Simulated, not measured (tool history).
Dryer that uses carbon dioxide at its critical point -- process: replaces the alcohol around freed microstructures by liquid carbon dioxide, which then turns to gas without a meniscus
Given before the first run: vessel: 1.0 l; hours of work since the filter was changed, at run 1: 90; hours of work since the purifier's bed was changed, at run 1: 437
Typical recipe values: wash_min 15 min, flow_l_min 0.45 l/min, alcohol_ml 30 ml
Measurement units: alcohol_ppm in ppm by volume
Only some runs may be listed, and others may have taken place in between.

run,hour,wash_min,flow_l_min,alcohol_ml,hours of work since the filter was changed,hours of work since the purifier's bed was changed,alcohol_ppm
1,0,15,0.45,30,90,437,155
2,18.5,15,0.697,30,99,446,98
3,32.4,15,0.45,41,106,452,183
4,45.3,15,0.45,41,112,459,173
5,57,15,0.45,30,118,464,167
6,67.9,15,0.45,75,124,470,277
7,79.2,15,0.45,75,129,475,291
8,98.9,15,0.45,75,139,485,297
9,118.3,15,0.45,75,148,494,292
10,140.8,17,0.45,30,159,505,149
11,161.1,15,0.273,30,169,515,1110
12,180.9,15,0.366,30,179,525,389
13,195.5,15,0.45,30,186,532,202
14,210.5,15,0.45,30,193,540,206
15,220.8,15,0.45,23,198,545,189
16,232.6,15,0.45,23,204,550,183
17,243,15,0.45,23,209,555,200
18,268.3,15,0.45,23,222,568,194
19,280.5,15,0.45,23,228,574,198
20,295,15,0.418,30,235,581,291
21,319.1,15,0.418,30,246,593,289
22,341.5,15,0.296,30,257,604,1047
23,355.5,15,0.296,30,264,611,1074
24,380.2,11,0.335,31,276,623,1866
# hour 390.5: inlet filter changed
25,401.1,22,0.458,39,5,632,129
26,412.5,12,0.571,56,11,638,192
27,429.8,22,0.478,51,19,646,129
28,441.7,22,0.478,51,25,652,128
29,466.6,12,0.329,30,37,664,938
30,478.2,12,0.329,30,43,670,928
31,489,12,0.329,30,48,675,952
32,512.5,12,0.329,30,60,687,991
33,532.4,19,0.276,30,69,697,416
34,556.1,19,0.276,30,81,708,433
35,578,18,0.276,104,92,719,1500
36,601.6,18,0.276,104,103,730,1546
37,617.7,18,0.276,104,111,738,1534
38,634.2,21,0.491,104,119,746,149
39,658.7,15,0.605,22,131,758,165
40,678.4,9,0.45,38,141,768,1245
41,692,9,0.45,38,148,775,1228
42,704,9,0.45,38,153,781,1290
43,724.9,12,0.281,33,164,791,2158
44,750.1,12,0.281,33,176,803,2120
45,768.9,12,0.281,33,185,812,2256
46,784.9,18,0.287,58,193,820,1002

4 options for the next run, each taken on its own from the tool as it stands now. Forecast them:
A,805.1,16,0.481,33,203,830,?
B,805.1,21,0.287,58,203,830,?
C,805.1,15,0.332,30,203,830,?
D,805.1,12,0.734,36,203,830,?

run,alcohol_ppm
A,201
B,596
C,645
D,183
What these runs would have given with no unlogged condition in the tool:
run,alcohol_ppm
A,20
B,227
C,271
D,16

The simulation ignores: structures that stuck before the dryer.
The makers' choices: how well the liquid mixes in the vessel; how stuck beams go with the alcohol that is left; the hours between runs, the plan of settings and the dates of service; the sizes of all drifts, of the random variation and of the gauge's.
